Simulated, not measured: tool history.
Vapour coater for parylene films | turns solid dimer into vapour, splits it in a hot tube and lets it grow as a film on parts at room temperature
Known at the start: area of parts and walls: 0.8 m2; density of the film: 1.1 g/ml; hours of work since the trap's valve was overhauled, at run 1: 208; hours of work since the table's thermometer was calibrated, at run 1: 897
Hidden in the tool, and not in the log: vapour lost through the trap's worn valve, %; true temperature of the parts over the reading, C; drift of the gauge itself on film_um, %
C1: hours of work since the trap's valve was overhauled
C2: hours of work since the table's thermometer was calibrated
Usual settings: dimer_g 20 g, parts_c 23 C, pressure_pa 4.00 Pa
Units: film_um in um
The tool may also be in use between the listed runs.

run 1 hour=0.0 | dimer_g=20 parts_c=23 pressure_pa=4.00 | C1=208 C2=897 | film_um=14.74
run 2 hour=35.5 | dimer_g=20 parts_c=23 pressure_pa=4.00 | C1=235 C2=924 | film_um=14.63
run 3 hour=68.8 | dimer_g=20 parts_c=23 pressure_pa=4.00 | C1=261 C2=950 | film_um=14.69
run 4 hour=94.7 | dimer_g=24 parts_c=23 pressure_pa=4.00 | C1=281 C2=970 | film_um=17.35
run 5 hour=112.4 | dimer_g=24 parts_c=23 pressure_pa=4.00 | C1=294 C2=983 | film_um=17.21
run 6 hour=141.2 | dimer_g=24 parts_c=23 pressure_pa=4.00 | C1=317 C2=1006 | film_um=17.33
run 7 hour=176.6 | dimer_g=24 parts_c=23 pressure_pa=4.00 | C1=344 C2=1033 | film_um=16.92
-- hour=199.1 trap's valve overhauled
run 8 hour=203.3 | dimer_g=24 parts_c=23 pressure_pa=4.00 | C1=3 C2=1050 | film_um=18.77
run 9 hour=219.3 | dimer_g=24 parts_c=23 pressure_pa=4.00 | C1=16 C2=1063 | film_um=18.77
run 10 hour=249.2 | dimer_g=20 parts_c=23 pressure_pa=4.00 | C1=39 C2=1086 | film_um=15.40
run 11 hour=274.7 | dimer_g=20 parts_c=23 pressure_pa=4.00 | C1=58 C2=1106 | film_um=15.35
run 12 hour=306.7 | dimer_g=20 parts_c=23 pressure_pa=4.00 | C1=83 C2=1130 | film_um=15.25
run 13 hour=336.7 | dimer_g=20 parts_c=23 pressure_pa=4.59 | C1=106 C2=1154 | film_um=14.97
run 14 hour=369.4 | dimer_g=20 parts_c=23 pressure_pa=4.59 | C1=132 C2=1179 | film_um=15.05
run 15 hour=384.1 | dimer_g=20 parts_c=23 pressure_pa=4.59 | C1=143 C2=1190 | film_um=14.82
run 16 hour=417.9 | dimer_g=20 parts_c=23 pressure_pa=4.59 | C1=169 C2=1216 | film_um=14.78
run 17 hour=433.8 | dimer_g=20 parts_c=23 pressure_pa=4.00 | C1=181 C2=1229 | film_um=14.94
run 18 hour=450.7 | dimer_g=20 parts_c=23 pressure_pa=3.27 | C1=194 C2=1242 | film_um=15.00
run 19 hour=477.7 | dimer_g=20 parts_c=23 pressure_pa=3.27 | C1=215 C2=1262 | film_um=14.94
run 20 hour=505.9 | dimer_g=20 parts_c=23 pressure_pa=3.27 | C1=237 C2=1284 | film_um=14.80
run 21 hour=539.6 | dimer_g=20 parts_c=23 pressure_pa=3.27 | C1=263 C2=1310 | film_um=14.71
run 22 hour=562.8 | dimer_g=20 parts_c=23 pressure_pa=4.00 | C1=281 C2=1328 | film_um=14.38
run 23 hour=577.1 | dimer_g=20 parts_c=23 pressure_pa=4.00 | C1=292 C2=1339 | film_um=14.33
run 24 hour=593.7 | dimer_g=13 parts_c=23 pressure_pa=4.00 | C1=305 C2=1352 | film_um=9.27
run 25 hour=616.9 | dimer_g=32 parts_c=20 pressure_pa=3.21 | C1=323 C2=1370 | film_um=25.28
run 26 hour=638.1 | dimer_g=20 parts_c=23 pressure_pa=5.94 | C1=339 C2=1386 | film_um=13.87
-- hour=666.9 trap's valve overhauled
run 27 hour=672.8 | dimer_g=20 parts_c=18 pressure_pa=4.00 | C1=5 C2=1410 | film_um=18.13
run 28 hour=694.2 | dimer_g=20 parts_c=18 pressure_pa=4.00 | C1=21 C2=1427 | film_um=18.06
run 29 hour=729.3 | dimer_g=20 parts_c=18 pressure_pa=4.00 | C1=48 C2=1454 | film_um=18.07
run 30 hour=758.6 | dimer_g=27 parts_c=23 pressure_pa=6.03 | C1=71 C2=1476 | film_um=20.23
run 31 hour=784.1 | dimer_g=9 parts_c=16 pressure_pa=4.00 | C1=91 C2=1496 | film_um=8.44
run 32 hour=808.6 | dimer_g=20 parts_c=18 pressure_pa=5.57 | C1=109 C2=1515 | film_um=17.31
run 33 hour=829.0 | dimer_g=34 parts_c=18 pressure_pa=5.57 | C1=125 C2=1531 | film_um=29.53
run 34 hour=852.3 | dimer_g=15 parts_c=18 pressure_pa=3.18 | C1=143 C2=1549 | film_um=13.35
run 35 hour=884.9 | dimer_g=15 parts_c=18 pressure_pa=3.18 | C1=168 C2=1574 | film_um=13.15
run 36 hour=904.0 | dimer_g=15 parts_c=18 pressure_pa=3.18 | C1=183 C2=1589 | film_um=13.17
run 37 hour=931.3 | dimer_g=20 parts_c=23 pressure_pa=5.51 | C1=204 C2=1610 | film_um=14.51
run 38 hour=960.9 | dimer_g=10 parts_c=30 pressure_pa=2.85 | C1=227 C2=1633 | film_um=6.06
run 39 hour=976.6 | dimer_g=10 parts_c=30 pressure_pa=2.85 | C1=239 C2=1645 | film_um=6.05
run 40 hour=992.4 | dimer_g=19 parts_c=29 pressure_pa=3.66 | C1=251 C2=1657 | film_um=11.60
run 41 hour=1013.0 | dimer_g=9 parts_c=16 pressure_pa=4.00 | C1=267 C2=1673 | film_um=8.12
run 42 hour=1029.7 | dimer_g=8 parts_c=23 pressure_pa=2.39 | C1=280 C2=1686 | film_um=6.00
run 43 hour=1062.5 | dimer_g=14 parts_c=18 pressure_pa=4.07 | C1=306 C2=1711 | film_um=11.59
run 44 hour=1097.0 | dimer_g=11 parts_c=17 pressure_pa=4.07 | C1=332 C2=1738 | film_um=9.34
run 45 hour=1115.1 | dimer_g=11 parts_c=32 pressure_pa=4.07 | C1=346 C2=1752 | film_um=5.97
-- hour=1133.6 trap's valve overhauled
run 46 hour=1139.0 | dimer_g=10 parts_c=23 pressure_pa=4.79 | C1=4 C2=1767 | film_um=7.80

5 ways to go on from here, each from the tool as it stands after run 46. What would each give?
run A hour=1172.6 | dimer_g=10 parts_c=22 pressure_pa=6.64 | C1=30 C2=1793 | film_um=?
run B hour=1172.6 | dimer_g=10 parts_c=17 pressure_pa=5.17 | C1=30 C2=1793 | film_um=?
run C hour=1172.6 | dimer_g=9 parts_c=23 pressure_pa=4.79 | C1=30 C2=1793 | film_um=?
run D hour=1172.6 | dimer_g=10 parts_c=21 pressure_pa=4.79 | C1=30 C2=1793 | film_um=?
run E hour=1172.6 | dimer_g=35 parts_c=22 pressure_pa=9.12 | C1=30 C2=1793 | film_um=?

run=A film_um=7.80
run=B film_um=9.13
run=C film_um=6.88
run=D film_um=8.18
run=E film_um=26.66
Without the tool's hidden state the same runs would have given:
run=A film_um=7.80
run=B film_um=9.12
run=C film_um=6.87
run=D film_um=8.18
run=E film_um=26.63
